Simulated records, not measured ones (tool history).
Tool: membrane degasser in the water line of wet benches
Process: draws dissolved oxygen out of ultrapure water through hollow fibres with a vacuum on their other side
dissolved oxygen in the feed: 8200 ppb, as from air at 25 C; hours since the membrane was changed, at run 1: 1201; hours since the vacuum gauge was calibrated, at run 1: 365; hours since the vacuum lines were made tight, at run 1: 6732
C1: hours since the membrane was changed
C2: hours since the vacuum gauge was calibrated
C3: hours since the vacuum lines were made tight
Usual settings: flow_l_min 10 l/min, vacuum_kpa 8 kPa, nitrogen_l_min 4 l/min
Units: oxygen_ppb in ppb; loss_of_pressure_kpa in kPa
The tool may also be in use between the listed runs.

Run 1, hour 0: usual settings; C1 1201; C2 365; C3 6732. Result: oxygen_ppb 50 ppb, loss_of_pressure_kpa 36.39 kPa.
Run 2, hour 125.2: usual settings; C1 1326; C2 490; C3 6857. Result: oxygen_ppb 49.3 ppb, loss_of_pressure_kpa 36.25 kPa.
Run 3, hour 257.8: usual settings but vacuum_kpa 10.1 kPa; C1 1458; C2 623; C3 6990. Result: oxygen_ppb 63.8 ppb, loss_of_pressure_kpa 36.39 kPa.
Run 4, hour 377.8: usual settings but vacuum_kpa 19.49 kPa; C1 1578; C2 743; C3 7110. Result: oxygen_ppb 125 ppb, loss_of_pressure_kpa 36.42 kPa.
Run 5, hour 500.4: usual settings but vacuum_kpa 19.49 kPa; C1 1701; C2 865; C3 7232. Result: oxygen_ppb 124.9 ppb, loss_of_pressure_kpa 36.29 kPa.
Run 6, hour 566.8: usual settings but vacuum_kpa 6.67 kPa; C1 1767; C2 932; C3 7299. Result: oxygen_ppb 42.1 ppb, loss_of_pressure_kpa 36.69 kPa.
Run 7, hour 650.1: usual settings but vacuum_kpa 6.67 kPa; C1 1851; C2 1015; C3 7382. Result: oxygen_ppb 40.7 ppb, loss_of_pressure_kpa 36.4 kPa.
Run 8, hour 754.3: usual settings but vacuum_kpa 6.67 kPa; C1 1955; C2 1119; C3 7486. Result: oxygen_ppb 42.8 ppb, loss_of_pressure_kpa 36.38 kPa.
Run 9, hour 877.1: usual settings but vacuum_kpa 6.67 kPa; C1 2078; C2 1242; C3 7609. Result: oxygen_ppb 41.9 ppb, loss_of_pressure_kpa 36.88 kPa.
Run 10, hour 957.8: usual settings but vacuum_kpa 6.67 kPa; C1 2158; C2 1323; C3 7690. Result: oxygen_ppb 42.4 ppb, loss_of_pressure_kpa 36.3 kPa.
Run 11, hour 1072.1: usual settings but flow_l_min 13 l/min, vacuum_kpa 6.67 kPa; C1 2273; C2 1437; C3 7804. Result: oxygen_ppb 72.8 ppb, loss_of_pressure_kpa 47.24 kPa.
Run 12, hour 1163.2: usual settings but flow_l_min 6 l/min, vacuum_kpa 10.01 kPa, nitrogen_l_min 2.93 l/min; C1 2364; C2 1528; C3 7895. Result: oxygen_ppb 41.1 ppb, loss_of_pressure_kpa 21.94 kPa.
Run 13, hour 1250.4: usual settings but flow_l_min 7 l/min, vacuum_kpa 10.01 kPa, nitrogen_l_min 2.27 l/min; C1 2451; C2 1615; C3 7982. Result: oxygen_ppb 61 ppb, loss_of_pressure_kpa 25.72 kPa.
Run 14, hour 1339.3: usual settings but flow_l_min 15 l/min, vacuum_kpa 10.18 kPa; C1 2540; C2 1704; C3 8071. Result: oxygen_ppb 130.6 ppb, loss_of_pressure_kpa 54.87 kPa.
Run 15, hour 1398: usual settings but vacuum_kpa 17.53 kPa, nitrogen_l_min 5.34 l/min; C1 2599; C2 1763; C3 8130. Result: oxygen_ppb 91.5 ppb, loss_of_pressure_kpa 36.43 kPa.
Run 16, hour 1463.2: usual settings but flow_l_min 7 l/min, vacuum_kpa 17.43 kPa, nitrogen_l_min 2.24 l/min; C1 2664; C2 1828; C3 8195. Result: oxygen_ppb 122.6 ppb, loss_of_pressure_kpa 25.71 kPa.
Run 17, hour 1546.8: usual settings but flow_l_min 7 l/min, vacuum_kpa 8.45 kPa, nitrogen_l_min 3.38 l/min; C1 2747; C2 1912; C3 8279. Result: oxygen_ppb 35.2 ppb, loss_of_pressure_kpa 25.54 kPa.
Run 18, hour 1614.3: usual settings but flow_l_min 7 l/min, vacuum_kpa 8.45 kPa, nitrogen_l_min 3.38 l/min; C1 2815; C2 1979; C3 8346. Result: oxygen_ppb 35.3 ppb, loss_of_pressure_kpa 25.48 kPa.
Run 19, hour 1725.2: usual settings but vacuum_kpa 11.64 kPa, nitrogen_l_min 3.84 l/min; C1 2926; C2 2090; C3 8457. Result: oxygen_ppb 75.4 ppb, loss_of_pressure_kpa 36.47 kPa.
Run 20, hour 1826: usual settings but vacuum_kpa 11.64 kPa, nitrogen_l_min 1.91 l/min; C1 3027; C2 2191; C3 8558. Result: oxygen_ppb 131.9 ppb, loss_of_pressure_kpa 36.91 kPa.
Run 21, hour 1901.9: usual settings but vacuum_kpa 11.64 kPa, nitrogen_l_min 1.91 l/min; C1 3103; C2 2267; C3 8634. Result: oxygen_ppb 133.6 ppb, loss_of_pressure_kpa 36.81 kPa.
Run 22, hour 1971.6: usual settings but vacuum_kpa 16.11 kPa, nitrogen_l_min 11.34 l/min; C1 3172; C2 2336; C3 8704. Result: oxygen_ppb 49.9 ppb, loss_of_pressure_kpa 37.04 kPa.

Forecast each of these 4 alternatives for the next run:
Run A, hour 2028.4: usual settings but vacuum_kpa 13.12 kPa; C1 3229; C2 2393; C3 8760. Result: oxygen_ppb ?, loss_of_pressure_kpa ?.
Run B, hour 2028.4: usual settings but flow_l_min 11 l/min, vacuum_kpa 16.11 kPa, nitrogen_l_min 11.34 l/min; C1 3229; C2 2393; C3 8760. Result: oxygen_ppb ?, loss_of_pressure_kpa ?.
Run C, hour 2028.4: usual settings but flow_l_min 16 l/min, vacuum_kpa 14.46 kPa, nitrogen_l_min 3.77 l/min; C1 3229; C2 2393; C3 8760. Result: oxygen_ppb ?, loss_of_pressure_kpa ?.
Run D, hour 2028.4: usual settings but flow_l_min 7 l/min, vacuum_kpa 9.05 kPa, nitrogen_l_min 5.17 l/min; C1 3229; C2 2393; C3 8760. Result: oxygen_ppb ?, loss_of_pressure_kpa ?.

run  oxygen_ppb  loss_of_pressure_kpa
  A          84                  36.9
  B          61                 40.42
  C       196.3                 59.01
  D        27.4                 25.81
Without the tool's hidden state the same runs would have given:
run  oxygen_ppb  loss_of_pressure_kpa
  A        78.7                 36.54
  B        57.5                 40.03
  C         188                 58.45
  D          25                 25.56
